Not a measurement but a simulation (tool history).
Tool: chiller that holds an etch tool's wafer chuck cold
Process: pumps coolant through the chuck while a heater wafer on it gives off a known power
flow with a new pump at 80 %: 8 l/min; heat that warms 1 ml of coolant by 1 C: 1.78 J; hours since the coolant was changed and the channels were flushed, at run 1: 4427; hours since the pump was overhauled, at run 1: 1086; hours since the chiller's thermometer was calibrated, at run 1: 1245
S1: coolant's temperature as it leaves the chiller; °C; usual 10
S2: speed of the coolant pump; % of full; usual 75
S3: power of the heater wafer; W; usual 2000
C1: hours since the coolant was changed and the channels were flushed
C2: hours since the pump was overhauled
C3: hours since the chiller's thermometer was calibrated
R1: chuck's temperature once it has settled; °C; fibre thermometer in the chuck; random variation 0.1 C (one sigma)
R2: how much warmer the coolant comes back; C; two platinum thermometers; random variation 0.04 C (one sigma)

| run | hour | S1 | S2 | S3 | C1 | C2 | C3 | R1 | R2 |
|---|---|---|---|---|---|---|---|---|---|
| 1 | 0.0 | 10 | 75 | 2000 | 4427 | 1086 | 1245 | 25.3 | 9.08 |
| 2 | 65.3 | 10 | 75 | 2000 | 4492 | 1151 | 1310 | 25.4 | 8.97 |
| 3 | 173.7 | 10 | 75 | 2000 | 4600 | 1259 | 1418 | 25.5 | 9.04 |
| 4 | 248.4 | 10 | 75 | 2000 | 4675 | 1334 | 1493 | 25.3 | 8.98 |
| 5 | 306.1 | 10 | 63 | 2000 | 4733 | 1392 | 1551 | 27.8 | 10.93 |
| 6 | 374.4 | 10 | 63 | 2000 | 4801 | 1460 | 1619 | 27.8 | 10.96 |
| 7 | 439.7 | 10 | 63 | 2000 | 4866 | 1525 | 1685 | 27.9 | 10.97 |
| 8 | 523.6 | 10 | 63 | 2000 | 4950 | 1609 | 1768 | 28.2 | 10.89 |
| 9 | 580.6 | 10 | 87 | 2000 | 5007 | 1666 | 1825 | 23.5 | 7.67 |
| 10 | 698.5 | 10 | 87 | 2000 | 5125 | 1784 | 1943 | 23.5 | 7.60 |
| 11 | 774.2 | 10 | 75 | 2000 | 5201 | 1860 | 2019 | 25.7 | 8.93 |
|  | 792.6 | chiller's thermometer calibrated |
| 12 | 873.0 | 10 | 75 | 2000 | 5299 | 1958 | 80 | 25.5 | 8.89 |
| 13 | 929.0 | 10 | 75 | 2000 | 5355 | 2014 | 136 | 25.4 | 8.90 |
| 14 | 978.5 | 10 | 75 | 2558 | 5404 | 2063 | 186 | 29.9 | 11.47 |
| 15 | 1055.0 | 10 | 75 | 2558 | 5481 | 2140 | 262 | 29.8 | 11.35 |
| 16 | 1155.5 | 12 | 79 | 2520 | 5581 | 2240 | 363 | 30.6 | 10.53 |
| 17 | 1233.7 | 12 | 79 | 2520 | 5659 | 2318 | 441 | 30.8 | 10.57 |
| 18 | 1345.0 | 11 | 67 | 1319 | 5771 | 2430 | 552 | 22.2 | 6.57 |
| 19 | 1460.4 | 11 | 67 | 1319 | 5886 | 2545 | 668 | 22.2 | 6.55 |
| 20 | 1527.2 | 11 | 67 | 1319 | 5953 | 2612 | 735 | 22.3 | 6.50 |
| 21 | 1578.4 | 11 | 75 | 2000 | 6004 | 2663 | 786 | 26.4 | 8.81 |
| 22 | 1651.5 | 10 | 85 | 2345 | 6077 | 2736 | 859 | 26.2 | 8.99 |
| 23 | 1720.3 | 19 | 75 | 2381 | 6146 | 2805 | 928 | 37.4 | 10.48 |

Forecast each of these 4 alternatives for the next run:
| A | 1782.5 | 1 | 75 | 2000 | 6208 | 2867 | 990 | ? | ? |
| B | 1782.5 | 9 | 75 | 2000 | 6208 | 2867 | 990 | ? | ? |
| C | 1782.5 | 8 | 66 | 1971 | 6208 | 2867 | 990 | ? | ? |
| D | 1782.5 | 19 | 89 | 2751 | 6208 | 2867 | 990 | ? | ? |

| run | R1 | R2 |
|---|---|---|
| A | 16.5 | 8.80 |
| B | 24.4 | 8.84 |
| C | 25.1 | 10.08 |
| D | 37.3 | 10.02 |
Without the tool's hidden state the same runs would have given:
| run | R1 | R2 |
|---|---|---|
| A | 16.4 | 9.04 |
| B | 24.4 | 9.08 |
| C | 25.1 | 10.32 |
| D | 37.3 | 10.26 |
